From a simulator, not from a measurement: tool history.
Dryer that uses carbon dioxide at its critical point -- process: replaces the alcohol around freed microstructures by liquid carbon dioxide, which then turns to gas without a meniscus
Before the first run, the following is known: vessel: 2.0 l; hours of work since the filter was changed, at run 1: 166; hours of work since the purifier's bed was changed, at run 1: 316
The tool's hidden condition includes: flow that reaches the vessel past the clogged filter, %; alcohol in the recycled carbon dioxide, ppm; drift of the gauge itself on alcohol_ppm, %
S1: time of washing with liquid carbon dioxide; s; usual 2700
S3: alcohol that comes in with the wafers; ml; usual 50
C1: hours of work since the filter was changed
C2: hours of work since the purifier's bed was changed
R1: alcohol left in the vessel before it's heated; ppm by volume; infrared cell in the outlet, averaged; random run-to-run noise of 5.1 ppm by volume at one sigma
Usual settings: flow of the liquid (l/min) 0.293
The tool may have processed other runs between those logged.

{"run": 1, "day": 0.0, "S1": 2700, "flow of the liquid (l/min)": 0.293, "S3": 50, "C1": 166, "C2": 316, "R1": 83}
{"run": 2, "day": 0.279, "S1": 2700, "flow of the liquid (l/min)": 0.293, "S3": 50, "C1": 171, "C2": 321, "R1": 84}
{"run": 3, "day": 0.525, "S1": 2700, "flow of the liquid (l/min)": 0.196, "S3": 50, "C1": 176, "C2": 326, "R1": 446}
{"run": 4, "day": 0.888, "S1": 2700, "flow of the liquid (l/min)": 0.196, "S3": 50, "C1": 182, "C2": 333, "R1": 463}
{"run": 5, "day": 1.292, "S1": 2700, "flow of the liquid (l/min)": 0.263, "S3": 50, "C1": 190, "C2": 340, "R1": 128}
{"run": 6, "day": 1.771, "S1": 2700, "flow of the liquid (l/min)": 0.293, "S3": 50, "C1": 199, "C2": 349, "R1": 82}
{"run": 7, "day": 2.067, "S1": 2700, "flow of the liquid (l/min)": 0.293, "S3": 50, "C1": 204, "C2": 354, "R1": 68}
{"run": 8, "day": 2.612, "S1": 2700, "flow of the liquid (l/min)": 0.293, "S3": 50, "C1": 214, "C2": 364, "R1": 83}
{"run": 9, "day": 3.096, "S1": 2700, "flow of the liquid (l/min)": 0.397, "S3": 50, "C1": 223, "C2": 373, "R1": 39}
{"run": 10, "day": 3.425, "S1": 2700, "flow of the liquid (l/min)": 0.293, "S3": 50, "C1": 229, "C2": 379, "R1": 87}
{"run": 11, "day": 3.692, "S1": 1860, "flow of the liquid (l/min)": 0.293, "S3": 50, "C1": 234, "C2": 384, "R1": 416}
{"run": 12, "day": 4.0, "S1": 2700, "flow of the liquid (l/min)": 0.293, "S3": 75, "C1": 239, "C2": 389, "R1": 122}
{"run": 13, "day": 4.242, "S1": 3780, "flow of the liquid (l/min)": 0.32, "S3": 75, "C1": 244, "C2": 394, "R1": 33}
{"run": 14, "day": 4.583, "S1": 3780, "flow of the liquid (l/min)": 0.32, "S3": 75, "C1": 250, "C2": 400, "R1": 31}
{"run": 15, "day": 4.892, "S1": 2820, "flow of the liquid (l/min)": 0.34, "S3": 29, "C1": 256, "C2": 406, "R1": 30}
{"run": 16, "day": 5.317, "S1": 2820, "flow of the liquid (l/min)": 0.34, "S3": 29, "C1": 263, "C2": 413, "R1": 30}
{"run": 17, "day": 5.662, "S1": 1740, "flow of the liquid (l/min)": 0.19, "S3": 25, "C1": 270, "C2": 420, "R1": 1084}
{"run": 18, "day": 5.983, "S1": 3660, "flow of the liquid (l/min)": 0.212, "S3": 63, "C1": 275, "C2": 426, "R1": 122}
{"run": 19, "day": 6.475, "S1": 3660, "flow of the liquid (l/min)": 0.212, "S3": 63, "C1": 284, "C2": 435, "R1": 115}
{"run": 20, "day": 6.817, "S1": 3720, "flow of the liquid (l/min)": 0.404, "S3": 21, "C1": 291, "C2": 441, "R1": 27}
{"run": 21, "day": 7.329, "S1": 3240, "flow of the liquid (l/min)": 0.214, "S3": 50, "C1": 300, "C2": 450, "R1": 173}
{"run": 22, "day": 7.862, "S1": 3240, "flow of the liquid (l/min)": 0.214, "S3": 50, "C1": 310, "C2": 460, "R1": 169}
{"run": 23, "day": 8.158, "S1": 3240, "flow of the liquid (l/min)": 0.214, "S3": 50, "C1": 315, "C2": 465, "R1": 180}

Branching from run 23: 5 alternative next runs. What would each branch give?
{"run": "A", "day": 8.592, "S1": 2700, "flow of the liquid (l/min)": 0.344, "S3": 53, "C1": 323, "C2": 473, "R1": "?"}
{"run": "B", "day": 8.592, "S1": 3840, "flow of the liquid (l/min)": 0.452, "S3": 45, "C1": 323, "C2": 473, "R1": "?"}
{"run": "C", "day": 8.592, "S1": 3600, "flow of the liquid (l/min)": 0.293, "S3": 68, "C1": 323, "C2": 473, "R1": "?"}
{"run": "D", "day": 8.592, "S1": 2700, "flow of the liquid (l/min)": 0.3, "S3": 31, "C1": 323, "C2": 473, "R1": "?"}
{"run": "E", "day": 8.592, "S1": 3240, "flow of the liquid (l/min)": 0.19, "S3": 68, "C1": 323, "C2": 473, "R1": "?"}

run=A R1=53
run=B R1=30
run=C R1=38
run=D R1=63
run=E R1=381
With the hidden condition removed and each run's random variation left untouched, the same runs would have given:
run=A R1=19
run=B R1=7
run=C R1=9
run=D R1=24
run=E R1=247
